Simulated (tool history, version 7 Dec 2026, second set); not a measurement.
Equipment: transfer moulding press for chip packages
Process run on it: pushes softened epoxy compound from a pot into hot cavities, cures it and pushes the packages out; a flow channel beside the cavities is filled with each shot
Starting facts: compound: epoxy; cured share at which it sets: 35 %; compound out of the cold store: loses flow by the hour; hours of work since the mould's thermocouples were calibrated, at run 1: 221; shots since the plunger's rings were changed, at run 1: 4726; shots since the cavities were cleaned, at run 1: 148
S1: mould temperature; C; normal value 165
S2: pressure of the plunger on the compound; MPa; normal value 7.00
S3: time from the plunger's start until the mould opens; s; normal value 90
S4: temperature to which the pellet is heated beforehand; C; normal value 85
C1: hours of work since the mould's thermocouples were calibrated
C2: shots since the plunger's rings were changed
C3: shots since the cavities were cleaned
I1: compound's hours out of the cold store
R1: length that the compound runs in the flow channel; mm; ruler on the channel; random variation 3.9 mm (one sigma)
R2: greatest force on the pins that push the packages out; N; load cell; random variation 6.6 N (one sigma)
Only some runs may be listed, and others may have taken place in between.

run,day,S1,S2,S3,S4,C1,C2,C3,I1,R1,R2
1,0.000,165,7.00,90,85,221,4726,148,12.6,720,296
2,0.675,165,7.00,78,85,233,4963,385,36.4,663,389
3,1.750,165,7.00,78,85,253,5340,762,41.2,648,424
# day 2.033: cavities cleaned with cleaning compound and waxed
4,2.796,165,7.00,78,85,270,5684,268,40.7,652,370
5,3.804,165,7.00,90,85,289,6038,622,47.4,631,337
# day 4.571: cavities cleaned with cleaning compound and waxed
6,4.933,165,7.00,90,85,308,6411,127,46.1,630,290
7,5.933,165,7.00,90,85,326,6762,478,43.1,634,335
# day 6.475: plunger's sealing rings changed
# day 7.217: cavities cleaned with cleaning compound and waxed
8,7.308,165,7.00,90,85,348,271,33,29.7,718,277
9,8.075,162,7.94,110,78,361,539,301,20.1,798,296
# day 8.375: mould's thermocouples calibrated
10,9.029,162,7.94,110,78,12,845,607,10.8,822,332
11,9.617,162,7.94,110,78,22,1050,812,23.0,789,322
# day 9.788: cavities cleaned with cleaning compound and waxed
12,10.675,162,7.94,110,78,40,1399,312,26.1,765,292
13,12.083,165,7.99,90,93,66,1892,805,34.7,733,358
# day 12.233: cavities cleaned with cleaning compound and waxed
14,13.258,165,7.99,90,93,86,2282,360,27.8,743,308
15,13.871,165,7.99,90,93,97,2497,575,17.3,780,338

3 options for the next run, each taken on its own from the tool as it stands now. Forecast them:
# day 14.671: cavities cleaned with cleaning compound and waxed
A,15.383,165,7.99,85,93,123,3005,250,14.4,?,?
# day 14.671: cavities cleaned with cleaning compound and waxed
B,15.383,169,7.00,90,88,123,3005,250,47.5,?,?
# day 14.671: cavities cleaned with cleaning compound and waxed
C,15.383,165,8.36,87,85,123,3005,250,31.9,?,?

run,R1,R2
A,779,335
B,642,279
C,749,323
The same runs, with their run-to-run variation unchanged, on a tool lacking any hidden condition would have given:
run,R1,R2
A,806,287
B,664,239
C,775,276
